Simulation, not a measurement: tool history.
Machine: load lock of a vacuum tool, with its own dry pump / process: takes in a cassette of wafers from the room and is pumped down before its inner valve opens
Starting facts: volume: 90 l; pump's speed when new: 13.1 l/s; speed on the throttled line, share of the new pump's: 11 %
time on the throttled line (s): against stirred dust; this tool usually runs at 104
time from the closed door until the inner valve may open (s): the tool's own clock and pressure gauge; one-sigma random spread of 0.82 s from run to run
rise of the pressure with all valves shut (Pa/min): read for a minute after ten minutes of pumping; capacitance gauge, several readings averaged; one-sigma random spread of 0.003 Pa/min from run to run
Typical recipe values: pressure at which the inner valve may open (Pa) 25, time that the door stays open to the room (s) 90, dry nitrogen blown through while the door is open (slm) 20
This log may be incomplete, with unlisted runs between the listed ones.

| run | hour | time on the throttled line (s) | pressure at which the inner valve may open (Pa) | time that the door stays open to the room (s) | dry nitrogen blown through while the door is open (slm) | incoming humidity of the room's air, % | time from the closed door until the inner valve may open (s) | rise of the pressure with all valves shut (Pa/min) |
|---|---|---|---|---|---|---|---|---|
| 1 | 0.0 | 104 | 25 | 90 | 20 | 48.9 | 164.3 | 0.077 |
| 2 | 136.1 | 104 | 25 | 90 | 42 | 41.4 | 163.5 | 0.069 |
|  | 300.6 | dry pump taken out, an overhauled one fitted |
| 3 | 336.7 | 104 | 46 | 90 | 20 | 44.8 | 145.5 | 0.078 |
| 4 | 504.1 | 104 | 46 | 90 | 20 | 46.8 | 146.6 | 0.080 |
| 5 | 836.6 | 104 | 46 | 90 | 20 | 46.4 | 145.9 | 0.080 |
| 6 | 1034.3 | 141 | 25 | 90 | 20 | 48.3 | 181.3 | 0.083 |
| 7 | 1231.6 | 141 | 25 | 90 | 20 | 45.6 | 185.4 | 0.080 |
| 8 | 1373.4 | 141 | 25 | 90 | 20 | 42.6 | 184.8 | 0.082 |
| 9 | 1617.3 | 54 | 25 | 90 | 20 | 46.8 | 106.6 | 0.083 |
| 10 | 1877.0 | 54 | 25 | 90 | 20 | 44.5 | 107.3 | 0.092 |
| 11 | 2031.3 | 104 | 25 | 29 | 20 | 45.1 | 149.6 | 0.084 |
| 12 | 2172.0 | 104 | 47 | 90 | 20 | 47.6 | 147.3 | 0.093 |
| 13 | 2373.2 | 100 | 47 | 90 | 20 | 46.0 | 144.7 | 0.095 |
| 14 | 2706.3 | 54 | 20 | 90 | 20 | 42.9 | 110.5 | 0.095 |
| 15 | 3040.6 | 152 | 27 | 36 | 7 | 43.8 | 193.8 | 0.097 |
| 16 | 3304.1 | 56 | 25 | 143 | 20 | 43.2 | 109.5 | 0.103 |
| 17 | 3595.1 | 56 | 25 | 143 | 20 | 42.2 | 111.0 | 0.106 |
| 18 | 3834.9 | 145 | 23 | 79 | 12 | 42.6 | 189.2 | 0.110 |
| 19 | 4107.6 | 59 | 26 | 163 | 12 | 46.4 | 113.4 | 0.124 |
| 20 | 4302.9 | 83 | 20 | 108 | 4 | 45.9 | 136.2 | 0.127 |
| 21 | 4480.1 | 69 | 20 | 108 | 16 | 43.2 | 124.4 | 0.111 |
| 22 | 4681.3 | 104 | 18 | 90 | 20 | 43.9 | 156.1 | 0.113 |
| 23 | 4860.4 | 104 | 18 | 90 | 20 | 43.6 | 155.8 | 0.117 |
| 24 | 5050.5 | 98 | 38 | 90 | 20 | 46.1 | 146.1 | 0.111 |
| 25 | 5322.1 | 98 | 38 | 32 | 20 | 49.4 | 146.1 | 0.113 |
| 26 | 5582.9 | 104 | 25 | 161 | 33 | 43.9 | 155.6 | 0.120 |

How would selected steps in time from the closed door until the inner valve may open (s) from run to run divide? Give the signed amount a tool lacking its hidden state would still show from settings, what came in and random variation, and the signed amount left for the hidden state, including any gauge scatter that is not in both of the compared results.
Unlogged tool condition in this case: pump's speed, % of a new pump's; leak at the door's seal, Pa l/s; drift of the gauge itself on ready_s, %; drift of the gauge itself on rise_pa_min, %.
Run 2 -> 3: pressure at which the inner valve may open (Pa) 25 -> 46, dry nitrogen blown through while the door is open (slm) 42 -> 20, dry pump taken out, an overhauled one fitted. time from the closed door until the inner valve may open (s) -18.0: hidden state -14.1, all else -3.9.
Run 13 -> 14: time on the throttled line (s) 100 -> 54, pressure at which the inner valve may open (Pa) 47 -> 20. time from the closed door until the inner valve may open (s) -34.2: hidden state +1.0, all else -35.2.
Run 14 -> 15: time on the throttled line (s) 54 -> 152, pressure at which the inner valve may open (Pa) 20 -> 27, time that the door stays open to the room (s) 90 -> 36, dry nitrogen blown through while the door is open (slm) 20 -> 7. time from the closed door until the inner valve may open (s) +83.3: hidden state -0.5, all else +83.8.
Run 15 -> 16: time on the throttled line (s) 152 -> 56, pressure at which the inner valve may open (Pa) 27 -> 25, time that the door stays open to the room (s) 36 -> 143, dry nitrogen blown through while the door is open (slm) 7 -> 20. time from the closed door until the inner valve may open (s) -84.3: hidden state +0.8, all else -85.1.
